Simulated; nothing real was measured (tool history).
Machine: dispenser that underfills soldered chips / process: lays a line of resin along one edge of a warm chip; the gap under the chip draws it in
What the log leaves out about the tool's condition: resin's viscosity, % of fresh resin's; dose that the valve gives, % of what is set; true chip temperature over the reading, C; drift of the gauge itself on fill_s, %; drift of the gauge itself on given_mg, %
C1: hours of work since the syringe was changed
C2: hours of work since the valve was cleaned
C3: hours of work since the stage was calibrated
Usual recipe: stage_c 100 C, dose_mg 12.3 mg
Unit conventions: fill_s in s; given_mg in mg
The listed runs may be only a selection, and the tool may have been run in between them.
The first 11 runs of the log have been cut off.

-- hour=130.6 new syringe of resin
run 12 hour=132.8 | stage_c=100 dose_mg=12.3 | C1=1 C2=47 C3=186 | fill_s=81.8 given_mg=11.98
-- hour=140.2 new syringe of resin
run 13 hour=146.1 | stage_c=100 dose_mg=12.3 | C1=4 C2=55 C3=195 | fill_s=94.4 given_mg=11.87
-- hour=150.6 new syringe of resin
run 14 hour=157.4 | stage_c=100 dose_mg=12.3 | C1=4 C2=62 C3=201 | fill_s=95.7 given_mg=11.96
-- hour=160.2 new syringe of resin
run 15 hour=165.1 | stage_c=100 dose_mg=12.3 | C1=3 C2=67 C3=206 | fill_s=89.7 given_mg=12.05
-- hour=170.4 new syringe of resin
run 16 hour=179.6 | stage_c=100 dose_mg=12.3 | C1=6 C2=76 C3=215 | fill_s=105.7 given_mg=11.87
-- hour=181.1 new syringe of resin
-- hour=191.3 new syringe of resin
run 17 hour=196.4 | stage_c=100 dose_mg=12.3 | C1=3 C2=86 C3=225 | fill_s=89.6 given_mg=11.8
-- hour=201.9 new syringe of resin
run 18 hour=205.7 | stage_c=99 dose_mg=11.7 | C1=2 C2=92 C3=231 | fill_s=90.9 given_mg=11.27
-- hour=211.9 new syringe of resin
run 19 hour=216 | stage_c=97 dose_mg=12.3 | C1=3 C2=98 C3=237 | fill_s=97.4 given_mg=11.74
-- hour=222.1 new syringe of resin
run 20 hour=228.7 | stage_c=97 dose_mg=12.3 | C1=4 C2=106 C3=245 | fill_s=109.2 given_mg=11.77
-- hour=231.7 new syringe of resin
run 21 hour=239.9 | stage_c=104 dose_mg=11.8 | C1=5 C2=113 C3=252 | fill_s=89.4 given_mg=11.23
-- hour=242.4 new syringe of resin
run 22 hour=249.5 | stage_c=109 dose_mg=14.8 | C1=4 C2=118 C3=257 | fill_s=69.1 given_mg=14.11
-- hour=252.7 new syringe of resin
-- hour=263 new syringe of resin
run 23 hour=264.2 | stage_c=94 dose_mg=10.6 | C1=1 C2=127 C3=266 | fill_s=102.3 given_mg=10.04
-- hour=272.7 new syringe of resin
-- hour=276.7 dispensing valve cleaned and set on the balance
run 24 hour=281 | stage_c=100 dose_mg=15.3 | C1=5 C2=3 C3=276 | fill_s=98.1 given_mg=15.22
-- hour=283.7 new syringe of resin
run 25 hour=290.9 | stage_c=100 dose_mg=15.3 | C1=5 C2=9 C3=282 | fill_s=98.4 given_mg=15.16
-- hour=294 new syringe of resin
-- hour=303.7 new syringe of resin
run 26 hour=304.9 | stage_c=100 dose_mg=15.3 | C1=1 C2=17 C3=290 | fill_s=76.3 given_mg=15.17
-- hour=313.3 new syringe of resin
run 27 hour=316.3 | stage_c=100 dose_mg=15.3 | C1=2 C2=24 C3=297 | fill_s=80.5 given_mg=15.21
-- hour=323 new syringe of resin
run 28 hour=330.4 | stage_c=100 dose_mg=11.8 | C1=5 C2=33 C3=306 | fill_s=100.7 given_mg=11.68
-- hour=333 new syringe of resin
run 29 hour=339.3 | stage_c=100 dose_mg=11.8 | C1=4 C2=38 C3=311 | fill_s=95.6 given_mg=11.62
-- hour=343 new syringe of resin
run 30 hour=346.3 | stage_c=100 dose_mg=14 | C1=2 C2=42 C3=316 | fill_s=84.1 given_mg=13.67
-- hour=352.5 new syringe of resin
run 31 hour=360 | stage_c=109 dose_mg=15.4 | C1=5 C2=51 C3=324 | fill_s=74.7 given_mg=15.13
-- hour=362.8 new syringe of resin
-- hour=373 new syringe of resin
run 32 hour=373.1 | stage_c=86 dose_mg=11.3 | C1=0 C2=59 C3=332 | fill_s=128 given_mg=11.09
-- hour=382.6 new syringe of resin
run 33 hour=384 | stage_c=104 dose_mg=15.8 | C1=1 C2=65 C3=339 | fill_s=67.5 given_mg=15.37
-- hour=392.9 new syringe of resin
run 34 hour=397.2 | stage_c=97 dose_mg=12 | C1=3 C2=73 C3=347 | fill_s=98.7 given_mg=11.68

Alternative continuations, all from the tool just after run 34; predict every row:
-- hour=402.7 new syringe of resin
run A hour=409.4 | stage_c=100 dose_mg=15.7 | C1=4 C2=81 C3=354 | fill_s=? given_mg=?
-- hour=402.7 new syringe of resin
run B hour=409.4 | stage_c=99 dose_mg=11.8 | C1=4 C2=81 C3=354 | fill_s=? given_mg=?
-- hour=402.7 new syringe of resin
run C hour=409.4 | stage_c=97 dose_mg=13.1 | C1=4 C2=81 C3=354 | fill_s=? given_mg=?
-- hour=402.7 new syringe of resin
run D hour=409.4 | stage_c=90 dose_mg=12 | C1=4 C2=81 C3=354 | fill_s=? given_mg=?

run=A fill_s=96 given_mg=15.08
run=B fill_s=103.5 given_mg=11.32
run=C fill_s=108.8 given_mg=12.63
run=D fill_s=144.3 given_mg=11.59
Without the tool's hidden state the same runs would have given:
run=A fill_s=69.1 given_mg=15.61
run=B fill_s=74.1 given_mg=11.71
run=C fill_s=78.1 given_mg=13.07
run=D fill_s=103 given_mg=11.99

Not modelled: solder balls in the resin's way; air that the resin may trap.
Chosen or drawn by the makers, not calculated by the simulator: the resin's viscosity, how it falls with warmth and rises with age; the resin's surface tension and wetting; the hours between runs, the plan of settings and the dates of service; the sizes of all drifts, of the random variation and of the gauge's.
